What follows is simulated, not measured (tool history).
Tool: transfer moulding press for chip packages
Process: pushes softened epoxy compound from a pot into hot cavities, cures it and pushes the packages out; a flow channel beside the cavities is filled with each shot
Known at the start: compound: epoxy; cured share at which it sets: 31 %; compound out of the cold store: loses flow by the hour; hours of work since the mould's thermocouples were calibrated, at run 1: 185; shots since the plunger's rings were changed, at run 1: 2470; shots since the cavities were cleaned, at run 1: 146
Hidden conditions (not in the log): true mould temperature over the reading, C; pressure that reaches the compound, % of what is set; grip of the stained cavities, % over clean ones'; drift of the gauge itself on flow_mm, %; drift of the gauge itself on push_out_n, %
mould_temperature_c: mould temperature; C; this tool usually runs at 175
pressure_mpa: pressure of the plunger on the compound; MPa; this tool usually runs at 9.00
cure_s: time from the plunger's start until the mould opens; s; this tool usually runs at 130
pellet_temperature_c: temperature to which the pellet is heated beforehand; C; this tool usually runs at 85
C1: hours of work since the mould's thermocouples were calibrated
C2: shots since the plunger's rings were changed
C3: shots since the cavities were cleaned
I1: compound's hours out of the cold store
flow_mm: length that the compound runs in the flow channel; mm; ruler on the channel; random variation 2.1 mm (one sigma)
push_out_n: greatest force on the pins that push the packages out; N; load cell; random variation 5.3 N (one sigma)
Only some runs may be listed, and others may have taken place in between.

Run 1, hour 0.0: usual settings; C1 185; C2 2470; C3 146; I1 25.6. Result: flow_mm 667 mm, push_out_n 204 N.
Run 2, hour 11.6: usual settings; C1 190; C2 2547; C3 223; I1 28.3. Result: flow_mm 666 mm, push_out_n 225 N.
Run 3, hour 22.0: usual settings; C1 195; C2 2617; C3 293; I1 42.1. Result: flow_mm 636 mm, push_out_n 240 N.
At hour 28.6: plunger's sealing rings changed.
Run 4, hour 31.4: usual settings; C1 198; C2 19; C3 339; I1 40.8. Result: flow_mm 654 mm, push_out_n 245 N.
Run 5, hour 42.7: usual settings; C1 203; C2 94; C3 414; I1 11.5. Result: flow_mm 701 mm, push_out_n 255 N.
Run 6, hour 55.6: usual settings; C1 208; C2 181; C3 501; I1 40.7. Result: flow_mm 655 mm, push_out_n 268 N.
At hour 66.5: cavities cleaned with cleaning compound and waxed.
Run 7, hour 68.1: usual settings but pellet_temperature_c 89 C; C1 213; C2 254; C3 10; I1 32.9. Result: flow_mm 665 mm, push_out_n 172 N.
Run 8, hour 81.3: usual settings but pellet_temperature_c 84 C; C1 219; C2 343; C3 99; I1 43.9. Result: flow_mm 650 mm, push_out_n 185 N.
Run 9, hour 89.4: usual settings but pellet_temperature_c 84 C; C1 222; C2 397; C3 153; I1 38.0. Result: flow_mm 658 mm, push_out_n 207 N.
Run 10, hour 95.2: usual settings but pellet_temperature_c 84 C; C1 225; C2 436; C3 192; I1 10.1. Result: flow_mm 706 mm, push_out_n 226 N.
Run 11, hour 102.9: usual settings; C1 228; C2 487; C3 243; I1 19.3. Result: flow_mm 687 mm, push_out_n 233 N.
Run 12, hour 108.8: usual settings; C1 230; C2 527; C3 283; I1 22.7. Result: flow_mm 684 mm, push_out_n 249 N.
Run 13, hour 119.8: usual settings; C1 235; C2 600; C3 356; I1 16.4. Result: flow_mm 695 mm, push_out_n 251 N.
Run 14, hour 132.9: usual settings but pellet_temperature_c 76 C; C1 241; C2 688; C3 444; I1 32.1. Result: flow_mm 664 mm, push_out_n 268 N.
Run 15, hour 144.2: usual settings but mould_temperature_c 168 C; C1 246; C2 764; C3 520; I1 47.0. Result: flow_mm 670 mm, push_out_n 361 N.
At hour 152.2: cavities cleaned with cleaning compound and waxed.
Run 16, hour 158.3: usual settings but pressure_mpa 10.88 MPa, pellet_temperature_c 95 C; C1 251; C2 848; C3 41; I1 42.5. Result: flow_mm 717 mm, push_out_n 179 N.
Run 17, hour 164.4: usual settings but pressure_mpa 10.05 MPa, cure_s 163 s; C1 254; C2 889; C3 82; I1 14.8. Result: flow_mm 732 mm, push_out_n 186 N.
Run 18, hour 173.9: usual settings but pressure_mpa 10.05 MPa, cure_s 163 s; C1 258; C2 952; C3 145; I1 21.8. Result: flow_mm 719 mm, push_out_n 193 N.
Run 19, hour 184.3: usual settings but pressure_mpa 10.05 MPa, cure_s 163 s; C1 263; C2 1022; C3 215; I1 41.5. Result: flow_mm 684 mm, push_out_n 220 N.
Run 20, hour 198.6: usual settings but pressure_mpa 9.97 MPa; C1 269; C2 1118; C3 311; I1 22.9. Result: flow_mm 711 mm, push_out_n 242 N.
Run 21, hour 208.8: usual settings but mould_temperature_c 168 C, pressure_mpa 8.17 MPa, cure_s 125 s; C1 273; C2 1186; C3 379; I1 42.8. Result: flow_mm 643 mm, push_out_n 339 N.
Run 22, hour 218.2: usual settings but mould_temperature_c 168 C, pressure_mpa 8.17 MPa, cure_s 150 s; C1 277; C2 1249; C3 442; I1 45.0. Result: flow_mm 636 mm, push_out_n 286 N.
Run 23, hour 231.0: usual settings but mould_temperature_c 182 C, pressure_mpa 9.94 MPa, cure_s 121 s, pellet_temperature_c 95 C; C1 283; C2 1334; C3 527; I1 16.1. Result: flow_mm 696 mm, push_out_n 273 N.
At hour 238.0: cavities cleaned with cleaning compound and waxed.
Run 24, hour 239.7: usual settings but mould_temperature_c 171 C, pressure_mpa 7.14 MPa; C1 286; C2 1383; C3 12; I1 14.0. Result: flow_mm 632 mm, push_out_n 198 N.
Run 25, hour 251.5: usual settings but mould_temperature_c 172 C, pressure_mpa 8.34 MPa, cure_s 125 s, pellet_temperature_c 86 C; C1 291; C2 1461; C3 90; I1 29.2. Result: flow_mm 652 mm, push_out_n 221 N.
Run 26, hour 261.7: usual settings but mould_temperature_c 172 C, pressure_mpa 8.34 MPa, cure_s 125 s, pellet_temperature_c 86 C; C1 295; C2 1530; C3 159; I1 47.5. Result: flow_mm 623 mm, push_out_n 244 N.
Run 27, hour 269.9: usual settings but mould_temperature_c 181 C, pressure_mpa 8.22 MPa, cure_s 118 s, pellet_temperature_c 88 C; C1 299; C2 1585; C3 214; I1 20.3. Result: flow_mm 628 mm, push_out_n 227 N.
Run 28, hour 278.7: usual settings but mould_temperature_c 170 C, pressure_mpa 8.77 MPa, cure_s 159 s, pellet_temperature_c 95 C; C1 303; C2 1644; C3 273; I1 15.8. Result: flow_mm 699 mm, push_out_n 240 N.
Run 29, hour 287.7: usual settings but mould_temperature_c 170 C, pressure_mpa 8.77 MPa, cure_s 159 s, pellet_temperature_c 95 C; C1 307; C2 1704; C3 333; I1 39.0. Result: flow_mm 661 mm, push_out_n 254 N.

How would selected steps in flow_mm from run to run divide? Give the signed amount a tool lacking its hidden state would still show from settings, what came in and random variation, and the signed amount left for the hidden state, including any gauge scatter that is not in both of the compared results.
Run 3 -> 4: plunger's sealing rings changed. flow_mm +18 mm: hidden state +10, all else +8.
Run 6 -> 7: pellet_temperature_c 85 -> 89, cavities cleaned with cleaning compound and waxed. flow_mm +10 mm: hidden state -1, all else +11.
Run 20 -> 21: mould_temperature_c 175 -> 168, pressure_mpa 9.97 -> 8.17, cure_s 130 -> 125. flow_mm -68 mm: hidden state +0, all else -68.
Run 27 -> 28: mould_temperature_c 181 -> 170, pressure_mpa 8.22 -> 8.77, cure_s 118 -> 159, pellet_temperature_c 88 -> 95. flow_mm +71 mm: hidden state -1, all else +72.
